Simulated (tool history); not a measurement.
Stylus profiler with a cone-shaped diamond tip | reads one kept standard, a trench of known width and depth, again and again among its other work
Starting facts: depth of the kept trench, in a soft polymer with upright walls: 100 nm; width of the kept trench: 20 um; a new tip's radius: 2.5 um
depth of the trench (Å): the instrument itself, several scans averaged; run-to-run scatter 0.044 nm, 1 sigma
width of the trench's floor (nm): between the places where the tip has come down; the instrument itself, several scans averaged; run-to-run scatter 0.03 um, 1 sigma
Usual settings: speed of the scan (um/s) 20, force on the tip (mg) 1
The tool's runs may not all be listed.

| run | hour | speed of the scan (um/s) | force on the tip (mg) | depth of the trench (Å) | width of the trench's floor (nm) |
|---|---|---|---|---|---|
| 1 | 0 | 20 | 1 | 1001.1 | 17810 |
| 2 | 58 | 20 | 1 | 1001.3 | 17790 |
| 3 | 112.4 | 47 | 1 | 1001.2 | 17570 |
| 4 | 155.8 | 20 | 0.52 | 998.7 | 17670 |
|  | 160.1 | height scale calibrated on a step standard |
| 5 | 198.9 | 20 | 2.62 | 1004.4 | 17730 |
| 6 | 223.8 | 20 | 2.62 | 1003.8 | 17720 |

Estimate the outcome of run 7 from the log above:
| 7 | 272.6 | 20 | 2.62 | ? | ? |

depth of the trench (Å): 1004.5
width of the trench's floor (nm): 17750
On a tool with no hidden condition, and with the same random variation, this run would have come out at depth of the trench (Å) 1009.1, width of the trench's floor (nm) 18500.

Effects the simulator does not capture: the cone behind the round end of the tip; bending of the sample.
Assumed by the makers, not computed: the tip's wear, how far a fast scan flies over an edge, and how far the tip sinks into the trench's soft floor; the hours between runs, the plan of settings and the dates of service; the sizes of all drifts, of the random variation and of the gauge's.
